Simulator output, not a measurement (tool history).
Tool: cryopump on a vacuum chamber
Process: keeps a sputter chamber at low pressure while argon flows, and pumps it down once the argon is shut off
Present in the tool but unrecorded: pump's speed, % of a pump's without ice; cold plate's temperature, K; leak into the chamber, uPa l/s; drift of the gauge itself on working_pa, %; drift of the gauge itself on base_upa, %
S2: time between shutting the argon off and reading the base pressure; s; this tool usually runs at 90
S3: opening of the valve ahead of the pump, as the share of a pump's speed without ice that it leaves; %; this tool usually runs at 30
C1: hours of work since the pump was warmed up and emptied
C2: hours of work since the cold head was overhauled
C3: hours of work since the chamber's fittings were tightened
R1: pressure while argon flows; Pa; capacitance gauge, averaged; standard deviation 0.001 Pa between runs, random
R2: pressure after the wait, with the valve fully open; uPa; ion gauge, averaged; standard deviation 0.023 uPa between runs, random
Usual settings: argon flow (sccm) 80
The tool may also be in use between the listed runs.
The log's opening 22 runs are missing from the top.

{"run": 23, "hour": 1202.4, "argon flow (sccm)": 108, "S2": 42, "S3": 30, "C1": 303, "C2": 1906, "C3": 2877, "R1": 0.3063, "R2": 2.6}
{"run": 24, "hour": 1272.0, "argon flow (sccm)": 108, "S2": 42, "S3": 30, "C1": 353, "C2": 1955, "C3": 2927, "R1": 0.3074, "R2": 2.62}
{"run": 25, "hour": 1341.9, "argon flow (sccm)": 110, "S2": 104, "S3": 30, "C1": 403, "C2": 2005, "C3": 2976, "R1": 0.3133, "R2": 1.8}
{"run": 26, "hour": 1412.8, "argon flow (sccm)": 61, "S2": 276, "S3": 42, "C1": 453, "C2": 2056, "C3": 3027, "R1": 0.1272, "R2": 1.52}
{"run": 27, "hour": 1484.2, "argon flow (sccm)": 55, "S2": 46, "S3": 22, "C1": 504, "C2": 2107, "C3": 3078, "R1": 0.2135, "R2": 2.58}
{"hour": 1497.5, "done": "leaking fittings of the chamber tightened, without venting"}
{"run": 28, "hour": 1570.0, "argon flow (sccm)": 55, "S2": 46, "S3": 22, "C1": 564, "C2": 2166, "C3": 52, "R1": 0.2129, "R2": 1.45}
{"run": 29, "hour": 1615.5, "argon flow (sccm)": 55, "S2": 46, "S3": 22, "C1": 596, "C2": 2199, "C3": 84, "R1": 0.2153, "R2": 1.48}
{"run": 30, "hour": 1695.9, "argon flow (sccm)": 55, "S2": 46, "S3": 22, "C1": 654, "C2": 2256, "C3": 141, "R1": 0.215, "R2": 1.46}
{"run": 31, "hour": 1760.1, "argon flow (sccm)": 141, "S2": 50, "S3": 15, "C1": 699, "C2": 2302, "C3": 187, "R1": 0.8057, "R2": 1.42}
{"run": 32, "hour": 1811.5, "argon flow (sccm)": 52, "S2": 100, "S3": 30, "C1": 736, "C2": 2338, "C3": 224, "R1": 0.1509, "R2": 0.85}
{"run": 33, "hour": 1851.8, "argon flow (sccm)": 80, "S2": 90, "S3": 53, "C1": 765, "C2": 2367, "C3": 253, "R1": 0.1384, "R2": 0.9}
{"hour": 1869.8, "done": "pump warmed up, emptied and cooled again"}
{"run": 34, "hour": 1907.4, "argon flow (sccm)": 37, "S2": 49, "S3": 23, "C1": 27, "C2": 2403, "C3": 289, "R1": 0.1346, "R2": 1.46}

Predict each of these 3 candidate next runs independently; none follows another, all start after run 34:
{"run": "A", "hour": 1945.7, "argon flow (sccm)": 91, "S2": 24, "S3": 22, "C1": 54, "C2": 2430, "C3": 316, "R1": "?", "R2": "?"}
{"run": "B", "hour": 1945.7, "argon flow (sccm)": 117, "S2": 49, "S3": 26, "C1": 54, "C2": 2430, "C3": 316, "R1": "?", "R2": "?"}
{"run": "C", "hour": 1945.7, "argon flow (sccm)": 37, "S2": 49, "S3": 40, "C1": 54, "C2": 2430, "C3": 316, "R1": "?", "R2": "?"}

run=A R1=0.3475 R2=2.68
run=B R1=0.3776 R2=1.46
run=C R1=0.0773 R2=1.45
With no hidden state in the tool, these same runs would have given:
run=A R1=0.3446 R2=2.56
run=B R1=0.3739 R2=1.34
run=C R1=0.0761 R2=1.33
